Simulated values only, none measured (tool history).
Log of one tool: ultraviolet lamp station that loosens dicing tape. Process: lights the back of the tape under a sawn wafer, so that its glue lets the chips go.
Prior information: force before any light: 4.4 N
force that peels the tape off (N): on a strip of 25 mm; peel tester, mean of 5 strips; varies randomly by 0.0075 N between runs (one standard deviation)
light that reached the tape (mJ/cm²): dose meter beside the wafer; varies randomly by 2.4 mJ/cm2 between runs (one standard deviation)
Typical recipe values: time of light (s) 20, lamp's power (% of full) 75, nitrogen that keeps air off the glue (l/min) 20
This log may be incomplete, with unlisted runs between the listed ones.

run,hour,time of light (s),lamp's power (% of full),nitrogen that keeps air off the glue (l/min),force that peels the tape off (N),light that reached the tape (mJ/cm²)
1,0.0,20,75,20,0.344,241
2,4.8,20,75,20,0.331,246
3,13.7,20,75,20,0.327,245
4,19.4,20,75,20,0.341,241
5,26.5,20,75,20,0.343,242
6,34.8,20,75,20,0.338,238
7,42.8,20,67,20,0.449,219
8,52.9,20,75,20,0.336,238
9,59.3,20,75,20,0.340,245
10,69.3,20,75,20,0.348,235
11,78.4,20,75,20,0.356,238
12,83.7,20,75,20,0.348,238
13,93.3,36,75,20,0.105,430
14,104.7,20,75,20,0.369,240
15,115.7,20,99,20,0.193,319
# hour 117.1: window cleaned of glue's vapour
16,121.0,20,99,20,0.200,313
17,128.1,19,99,20,0.237,292
18,137.9,19,99,20,0.219,297
19,148.5,19,99,20,0.221,288
20,155.0,19,99,20,0.230,291
21,163.0,20,75,20,0.376,231
22,168.4,20,75,28,0.314,229
23,175.7,12,62,25,1.169,114
24,181.6,12,62,25,1.204,117
# hour 185.0: window cleaned of glue's vapour, once more
25,190.9,19,74,24,0.381,219
26,200.9,19,91,24,0.237,268
27,206.2,19,91,24,0.234,269
28,213.0,20,75,20,0.365,231
29,218.8,20,92,20,0.233,287
30,227.6,12,96,31,0.523,181
31,236.4,12,84,10,1.059,158
32,243.8,14,75,19,0.767,163
33,250.4,11,86,8,1.285,148
34,255.6,21,86,14,0.312,280
35,263.4,20,84,20,0.300,262
36,270.8,20,84,20,0.314,261
37,282.1,39,84,9,0.117,500
38,293.1,23,68,29,0.276,240
39,303.3,24,71,10,0.455,256
40,311.0,20,97,20,0.226,291
41,320.9,20,96,37,0.177,289
42,331.7,37,65,37,0.110,363
43,341.6,20,91,14,0.327,273

Predict each of these 4 candidate next runs independently; none follows another, all start after run 43:
A,348.7,20,75,21,?,?
B,348.7,16,75,20,?,?
C,348.7,20,66,29,?,?
D,348.7,35,79,26,?,?

run,force that peels the tape off (N),light that reached the tape (mJ/cm²)
A,0.371,228
B,0.633,177
C,0.425,196
D,0.103,415
With the hidden condition removed and each run's random variation left untouched, the same runs would have given:
run,force that peels the tape off (N),light that reached the tape (mJ/cm²)
A,0.260,268
B,0.461,209
C,0.301,231
D,0.089,488
